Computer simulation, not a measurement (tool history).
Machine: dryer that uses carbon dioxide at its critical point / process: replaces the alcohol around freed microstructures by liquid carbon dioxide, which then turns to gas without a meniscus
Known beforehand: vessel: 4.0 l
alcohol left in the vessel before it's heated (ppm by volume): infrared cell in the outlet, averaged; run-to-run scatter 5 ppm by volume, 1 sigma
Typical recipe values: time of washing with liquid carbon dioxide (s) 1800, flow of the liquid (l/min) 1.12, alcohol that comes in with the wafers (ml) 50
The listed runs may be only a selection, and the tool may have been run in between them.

run	hour	time of washing with liquid carbon dioxide (s)	flow of the liquid (l/min)	alcohol that comes in with the wafers (ml)	alcohol left in the vessel before it's heated (ppm by volume)
1	0	1800	1.12	50	22
2	18.3	1800	1.12	50	18
3	39.4	1800	1.12	50	22
4	67.3	2040	1.12	50	26
5	93.2	2040	1.12	50	19
6	122.1	2040	1.12	50	26
7	143	2040	1.12	50	22
8	167.6	2040	1.12	50	33
9	180.6	1800	1.9	50	32
10	208.5	1800	1.9	50	30
# hour 222.4: inlet filter changed
11	229.5	1800	1.9	50	27
12	244	1800	1.9	50	32
13	269.6	1800	1.12	50	43
14	287.1	1800	1.12	50	46
15	307.9	1800	1.12	50	44
16	323.2	1800	1.12	50	52
17	344.8	1800	1.12	50	53
18	365.1	1800	1.12	50	53
19	382.2	1800	1.12	25	57
20	403.4	1800	1.12	25	58
21	427.4	1800	1.12	25	59
22	444.3	2520	1.12	50	46
23	465.7	2520	1.12	50	56
24	494.9	1140	1.49	28	72
25	514.5	1140	1.49	28	77
26	531.4	1080	0.98	68	469
27	557.9	1080	0.98	68	462
28	588	2040	1.67	50	68
29	609.6	1920	1.62	65	63
30	624.7	2460	1.12	28	66
31	652.6	1260	1.12	54	162
32	683.3	1380	0.86	102	515
33	707.7	1800	1.58	54	78
# hour 713.6: inlet filter changed
34	737	1320	1.23	54	111
35	765.7	1560	1.77	20	79
36	796	1560	1.77	20	79
37	822.2	1200	1.71	31	86
38	844.2	1200	1.12	50	180
39	861.4	1200	1.12	50	171
40	889.5	1260	1.11	50	162
41	917.4	1800	1.01	50	107
42	936.8	1800	1.01	50	119
43	951.6	1800	1.01	50	107
44	968	1800	1.01	50	119
45	990.2	1980	1.45	31	92
46	1008	1980	1.45	31	95

4 options for the next run, each taken on its own from the tool as it stands now. Forecast them:
# hour 1031.6: purifier's bed changed
A	1040.8	2700	1.66	37	?
# hour 1031.6: purifier's bed changed
B	1040.8	2040	1.1	31	?
# hour 1031.6: purifier's bed changed
C	1040.8	1620	1.48	34	?
# hour 1031.6: purifier's bed changed
D	1040.8	1320	1.24	79	?

run	alcohol left in the vessel before it's heated (ppm by volume)
A	9
B	8
C	2
D	62
Without the tool's unlogged condition, the same runs would have read:
run	alcohol left in the vessel before it's heated (ppm by volume)
A	7
B	6
C	1
D	48
